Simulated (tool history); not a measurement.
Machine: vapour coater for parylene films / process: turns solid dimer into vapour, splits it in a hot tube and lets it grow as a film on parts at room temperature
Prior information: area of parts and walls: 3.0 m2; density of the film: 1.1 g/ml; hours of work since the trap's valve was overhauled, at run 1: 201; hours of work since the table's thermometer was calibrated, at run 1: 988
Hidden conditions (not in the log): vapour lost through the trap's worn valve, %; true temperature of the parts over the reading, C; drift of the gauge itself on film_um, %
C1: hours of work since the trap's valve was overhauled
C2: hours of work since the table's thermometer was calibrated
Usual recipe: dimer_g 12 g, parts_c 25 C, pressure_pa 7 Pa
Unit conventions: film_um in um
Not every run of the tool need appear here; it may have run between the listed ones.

{"run": 1, "hour": 0.0, "dimer_g": 12, "parts_c": 25, "pressure_pa": 7, "C1": 201, "C2": 988, "film_um": 2.51}
{"run": 2, "hour": 50.2, "dimer_g": 12, "parts_c": 25, "pressure_pa": 7, "C1": 227, "C2": 1014, "film_um": 2.52}
{"run": 3, "hour": 108.5, "dimer_g": 12, "parts_c": 25, "pressure_pa": 7, "C1": 256, "C2": 1044, "film_um": 2.5}
{"run": 4, "hour": 145.6, "dimer_g": 8, "parts_c": 25, "pressure_pa": 7, "C1": 275, "C2": 1063, "film_um": 1.68}
{"run": 5, "hour": 186.3, "dimer_g": 8, "parts_c": 25, "pressure_pa": 7, "C1": 296, "C2": 1083, "film_um": 1.67}
{"run": 6, "hour": 215.0, "dimer_g": 8, "parts_c": 25, "pressure_pa": 7, "C1": 311, "C2": 1098, "film_um": 1.68}
{"run": 7, "hour": 250.1, "dimer_g": 8, "parts_c": 25, "pressure_pa": 7, "C1": 329, "C2": 1116, "film_um": 1.67}
{"hour": 272.2, "done": "table's thermometer calibrated"}
{"run": 8, "hour": 289.3, "dimer_g": 8, "parts_c": 25, "pressure_pa": 7, "C1": 348, "C2": 9, "film_um": 1.67}
{"hour": 337.5, "done": "trap's valve overhauled"}
{"run": 9, "hour": 345.8, "dimer_g": 12, "parts_c": 18, "pressure_pa": 7, "C1": 4, "C2": 36, "film_um": 3.43}
{"run": 10, "hour": 393.8, "dimer_g": 12, "parts_c": 33, "pressure_pa": 7, "C1": 29, "C2": 60, "film_um": 1.77}
{"run": 11, "hour": 447.2, "dimer_g": 12, "parts_c": 25, "pressure_pa": 7, "C1": 56, "C2": 87, "film_um": 2.5}
{"run": 12, "hour": 499.3, "dimer_g": 12, "parts_c": 25, "pressure_pa": 7, "C1": 83, "C2": 114, "film_um": 2.52}
{"run": 13, "hour": 552.7, "dimer_g": 12, "parts_c": 25, "pressure_pa": 7, "C1": 110, "C2": 141, "film_um": 2.5}
{"run": 14, "hour": 592.4, "dimer_g": 12, "parts_c": 20, "pressure_pa": 7, "C1": 130, "C2": 162, "film_um": 3.1}
{"run": 15, "hour": 618.8, "dimer_g": 12, "parts_c": 20, "pressure_pa": 7, "C1": 144, "C2": 175, "film_um": 3.11}
{"run": 16, "hour": 677.3, "dimer_g": 12, "parts_c": 20, "pressure_pa": 7, "C1": 174, "C2": 205, "film_um": 3.1}
{"run": 17, "hour": 703.2, "dimer_g": 12, "parts_c": 20, "pressure_pa": 9.76, "C1": 187, "C2": 218, "film_um": 3.05}
{"run": 18, "hour": 757.7, "dimer_g": 12, "parts_c": 25, "pressure_pa": 4.2, "C1": 215, "C2": 246, "film_um": 2.65}
{"run": 19, "hour": 785.0, "dimer_g": 12, "parts_c": 25, "pressure_pa": 4.2, "C1": 229, "C2": 260, "film_um": 2.62}
{"run": 20, "hour": 830.9, "dimer_g": 12, "parts_c": 25, "pressure_pa": 4.2, "C1": 252, "C2": 284, "film_um": 2.63}
{"run": 21, "hour": 890.9, "dimer_g": 12, "parts_c": 25, "pressure_pa": 4.2, "C1": 283, "C2": 314, "film_um": 2.59}
{"run": 22, "hour": 948.1, "dimer_g": 12, "parts_c": 33, "pressure_pa": 7, "C1": 312, "C2": 344, "film_um": 1.78}
{"run": 23, "hour": 1009.7, "dimer_g": 12, "parts_c": 33, "pressure_pa": 7, "C1": 344, "C2": 375, "film_um": 1.8}
{"run": 24, "hour": 1053.0, "dimer_g": 6, "parts_c": 25, "pressure_pa": 2.57, "C1": 366, "C2": 397, "film_um": 1.34}
{"hour": 1066.4, "done": "trap's valve overhauled"}
{"run": 25, "hour": 1100.9, "dimer_g": 17, "parts_c": 29, "pressure_pa": 7, "C1": 18, "C2": 420, "film_um": 3}
{"run": 26, "hour": 1153.4, "dimer_g": 14, "parts_c": 24, "pressure_pa": 3.16, "C1": 45, "C2": 447, "film_um": 3.26}
{"run": 27, "hour": 1186.9, "dimer_g": 11, "parts_c": 31, "pressure_pa": 6.76, "C1": 62, "C2": 464, "film_um": 1.78}
{"run": 28, "hour": 1222.3, "dimer_g": 11, "parts_c": 31, "pressure_pa": 6.76, "C1": 80, "C2": 482, "film_um": 1.77}
{"run": 29, "hour": 1248.0, "dimer_g": 18, "parts_c": 31, "pressure_pa": 2.93, "C1": 93, "C2": 495, "film_um": 3.12}
{"run": 30, "hour": 1280.2, "dimer_g": 8, "parts_c": 17, "pressure_pa": 2.16, "C1": 109, "C2": 512, "film_um": 2.36}
{"run": 31, "hour": 1331.1, "dimer_g": 6, "parts_c": 31, "pressure_pa": 3.66, "C1": 135, "C2": 538, "film_um": 1.01}
{"run": 32, "hour": 1380.4, "dimer_g": 11, "parts_c": 23, "pressure_pa": 3.43, "C1": 161, "C2": 563, "film_um": 2.68}
{"run": 33, "hour": 1422.5, "dimer_g": 12, "parts_c": 33, "pressure_pa": 3.66, "C1": 182, "C2": 584, "film_um": 1.88}
{"run": 34, "hour": 1458.0, "dimer_g": 16, "parts_c": 25, "pressure_pa": 3.86, "C1": 200, "C2": 602, "film_um": 3.5}
{"run": 35, "hour": 1496.5, "dimer_g": 8, "parts_c": 25, "pressure_pa": 2.56, "C1": 220, "C2": 622, "film_um": 1.83}
{"run": 36, "hour": 1544.5, "dimer_g": 8, "parts_c": 25, "pressure_pa": 2.56, "C1": 245, "C2": 647, "film_um": 1.79}
{"run": 37, "hour": 1570.7, "dimer_g": 8, "parts_c": 25, "pressure_pa": 2.56, "C1": 258, "C2": 660, "film_um": 1.81}
{"run": 38, "hour": 1624.7, "dimer_g": 9, "parts_c": 18, "pressure_pa": 2.91, "C1": 286, "C2": 688, "film_um": 2.69}
{"run": 39, "hour": 1661.8, "dimer_g": 9, "parts_c": 18, "pressure_pa": 2.91, "C1": 305, "C2": 707, "film_um": 2.66}
{"run": 40, "hour": 1691.2, "dimer_g": 6, "parts_c": 29, "pressure_pa": 7, "C1": 320, "C2": 722, "film_um": 1.05}
{"run": 41, "hour": 1723.5, "dimer_g": 5, "parts_c": 26, "pressure_pa": 2.84, "C1": 336, "C2": 738, "film_um": 1.09}
{"run": 42, "hour": 1748.8, "dimer_g": 6, "parts_c": 32, "pressure_pa": 6.58, "C1": 349, "C2": 751, "film_um": 0.93}
{"hour": 1795.9, "done": "trap's valve overhauled"}
{"run": 43, "hour": 1799.1, "dimer_g": 5, "parts_c": 25, "pressure_pa": 2.53, "C1": 2, "C2": 775, "film_um": 1.15}
{"run": 44, "hour": 1847.2, "dimer_g": 5, "parts_c": 19, "pressure_pa": 2.53, "C1": 26, "C2": 800, "film_um": 1.47}
{"run": 45, "hour": 1875.3, "dimer_g": 5, "parts_c": 19, "pressure_pa": 2.53, "C1": 41, "C2": 814, "film_um": 1.48}
{"run": 46, "hour": 1926.5, "dimer_g": 5, "parts_c": 19, "pressure_pa": 2.53, "C1": 67, "C2": 840, "film_um": 1.49}

Below are 4 alternative next runs, each starting from the tool's condition after run 46. Predict each:
{"run": "A", "hour": 1975.1, "dimer_g": 10, "parts_c": 19, "pressure_pa": 6.09, "C1": 92, "C2": 865, "film_um": "?"}
{"run": "B", "hour": 1975.1, "dimer_g": 17, "parts_c": 25, "pressure_pa": 7, "C1": 92, "C2": 865, "film_um": "?"}
{"run": "C", "hour": 1975.1, "dimer_g": 21, "parts_c": 27, "pressure_pa": 4.1, "C1": 92, "C2": 865, "film_um": "?"}
{"run": "D", "hour": 1975.1, "dimer_g": 10, "parts_c": 20, "pressure_pa": 7, "C1": 92, "C2": 865, "film_um": "?"}

run=A film_um=2.75
run=B film_um=3.6
run=C film_um=4.24
run=D film_um=2.61
Had the tool no hidden state, the same runs would have come out as:
run=A film_um=2.75
run=B film_um=3.59
run=C film_um=4.24
run=D film_um=2.61
